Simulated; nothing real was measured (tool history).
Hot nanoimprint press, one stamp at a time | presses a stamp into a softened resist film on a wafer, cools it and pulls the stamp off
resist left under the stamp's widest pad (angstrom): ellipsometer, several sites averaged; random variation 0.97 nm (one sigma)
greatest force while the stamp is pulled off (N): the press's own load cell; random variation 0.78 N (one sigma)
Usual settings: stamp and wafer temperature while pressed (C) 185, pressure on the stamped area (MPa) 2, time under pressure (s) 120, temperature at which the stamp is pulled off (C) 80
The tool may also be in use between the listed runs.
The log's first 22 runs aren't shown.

run,hour,stamp and wafer temperature while pressed (C),pressure on the stamped area (MPa),time under pressure (s),temperature at which the stamp is pulled off (C),resist left under the stamp's widest pad (angstrom),greatest force while the stamp is pulled off (N)
23,494.9,190,1.56,127,75,2168,169.5
24,507.5,186,2.58,120,87,2095,148.1
# hour 516.9: stamp cleaned and given a new release coat
25,528.6,186,2.58,120,87,2100,138.4
26,542.8,176,2,120,68,3111,171.2
27,562.3,185,2,120,68,2409,172.7
28,585.9,185,1.46,170,80,2408,154.2
29,608.5,185,2,81,75,2697,165.7
30,621.9,185,1.82,94,75,2687,166

Forecast each of these 4 alternatives for the next run:
A,639.2,185,2,86,82,?,?
B,639.2,185,2.13,120,80,?,?
C,639.2,185,2,230,80,?,?
D,639.2,183,2,142,73,?,?

run,resist left under the stamp's widest pad (angstrom),greatest force while the stamp is pulled off (N)
A,2655,155.6
B,2368,159
C,1945,158.5
D,2468,171.4
Without the tool's hidden state the same runs would have given:
run,resist left under the stamp's widest pad (angstrom),greatest force while the stamp is pulled off (N)
A,2499,141.7
B,2205,144.8
C,1794,144.3
D,2304,156.3
